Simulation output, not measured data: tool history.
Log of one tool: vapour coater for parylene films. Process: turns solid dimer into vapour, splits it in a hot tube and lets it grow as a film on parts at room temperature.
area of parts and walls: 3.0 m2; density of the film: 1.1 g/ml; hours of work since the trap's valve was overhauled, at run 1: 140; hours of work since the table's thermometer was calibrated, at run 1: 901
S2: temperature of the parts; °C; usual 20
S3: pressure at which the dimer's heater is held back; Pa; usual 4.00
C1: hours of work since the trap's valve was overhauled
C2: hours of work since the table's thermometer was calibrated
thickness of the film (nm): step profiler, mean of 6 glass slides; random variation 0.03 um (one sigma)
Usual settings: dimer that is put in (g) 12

run 1 day=0.000 | dimer_that_is_put_in_(g)=12 S2=20 S3=4.00 | C1=140 C2=901 | thickness_of_the_film_(nm)=2650
run 2 day=2.333 | dimer_that_is_put_in_(g)=12 S2=20 S3=4.00 | C1=170 C2=931 | thickness_of_the_film_(nm)=2640
run 3 day=4.012 | dimer_that_is_put_in_(g)=12 S2=20 S3=4.00 | C1=192 C2=952 | thickness_of_the_film_(nm)=2600
run 4 day=6.183 | dimer_that_is_put_in_(g)=12 S2=20 S3=4.00 | C1=220 C2=980 | thickness_of_the_film_(nm)=2580
run 5 day=8.183 | dimer_that_is_put_in_(g)=12 S2=20 S3=4.00 | C1=246 C2=1006 | thickness_of_the_film_(nm)=2550
run 6 day=10.050 | dimer_that_is_put_in_(g)=12 S2=20 S3=4.00 | C1=270 C2=1030 | thickness_of_the_film_(nm)=2570
run 7 day=11.346 | dimer_that_is_put_in_(g)=12 S2=20 S3=4.00 | C1=287 C2=1047 | thickness_of_the_film_(nm)=2610
run 8 day=12.717 | dimer_that_is_put_in_(g)=9 S2=20 S3=4.00 | C1=304 C2=1065 | thickness_of_the_film_(nm)=1920
run 9 day=14.296 | dimer_that_is_put_in_(g)=21 S2=20 S3=4.00 | C1=325 C2=1085 | thickness_of_the_film_(nm)=4440
run 10 day=16.896 | dimer_that_is_put_in_(g)=21 S2=20 S3=4.00 | C1=358 C2=1118 | thickness_of_the_film_(nm)=4450
run 11 day=18.162 | dimer_that_is_put_in_(g)=12 S2=20 S3=6.29 | C1=374 C2=1135 | thickness_of_the_film_(nm)=2270
run 12 day=19.921 | dimer_that_is_put_in_(g)=12 S2=20 S3=6.29 | C1=397 C2=1157 | thickness_of_the_film_(nm)=2240
run 13 day=21.117 | dimer_that_is_put_in_(g)=12 S2=20 S3=6.29 | C1=412 C2=1173 | thickness_of_the_film_(nm)=2370
run 14 day=23.112 | dimer_that_is_put_in_(g)=12 S2=20 S3=6.29 | C1=438 C2=1198 | thickness_of_the_film_(nm)=2250
-- day=23.962 trap's valve overhauled
run 15 day=24.379 | dimer_that_is_put_in_(g)=16 S2=25 S3=4.00 | C1=5 C2=1213 | thickness_of_the_film_(nm)=2830
run 16 day=25.688 | dimer_that_is_put_in_(g)=6 S2=20 S3=4.95 | C1=22 C2=1229 | thickness_of_the_film_(nm)=1280
run 17 day=28.075 | dimer_that_is_put_in_(g)=12 S2=14 S3=4.00 | C1=53 C2=1260 | thickness_of_the_film_(nm)=3450
run 18 day=30.162 | dimer_that_is_put_in_(g)=12 S2=14 S3=4.00 | C1=80 C2=1287 | thickness_of_the_film_(nm)=3470
run 19 day=31.683 | dimer_that_is_put_in_(g)=14 S2=28 S3=4.00 | C1=99 C2=1307 | thickness_of_the_film_(nm)=2090
run 20 day=33.862 | dimer_that_is_put_in_(g)=14 S2=28 S3=4.00 | C1=128 C2=1335 | thickness_of_the_film_(nm)=2060
run 21 day=35.692 | dimer_that_is_put_in_(g)=8 S2=20 S3=2.87 | C1=151 C2=1358 | thickness_of_the_film_(nm)=1810
run 22 day=37.242 | dimer_that_is_put_in_(g)=8 S2=20 S3=2.87 | C1=171 C2=1378 | thickness_of_the_film_(nm)=1810
run 23 day=39.342 | dimer_that_is_put_in_(g)=8 S2=20 S3=2.87 | C1=198 C2=1405 | thickness_of_the_film_(nm)=1750
run 24 day=41.175 | dimer_that_is_put_in_(g)=5 S2=22 S3=2.87 | C1=222 C2=1429 | thickness_of_the_film_(nm)=1030

Hidden state or all else? Some run-to-run changes of thickness of the film (nm), split into what the settings, what came in and random variation would give without the hidden state, and what is left for the hidden state (with any gauge scatter that isn't in both results):
The hidden state here: vapour lost through the trap's worn valve, %; true temperature of the parts over the reading, C; drift of the gauge itself on film_um, %.
Run 8 -> 9: dimer that is put in (g) 9 -> 21. thickness of the film (nm) +2520: hidden state -310, all else +2830.
Run 10 -> 11: dimer that is put in (g) 21 -> 12, S3 4.00 -> 6.29. thickness of the film (nm) -2180: hidden state +270, all else -2450.

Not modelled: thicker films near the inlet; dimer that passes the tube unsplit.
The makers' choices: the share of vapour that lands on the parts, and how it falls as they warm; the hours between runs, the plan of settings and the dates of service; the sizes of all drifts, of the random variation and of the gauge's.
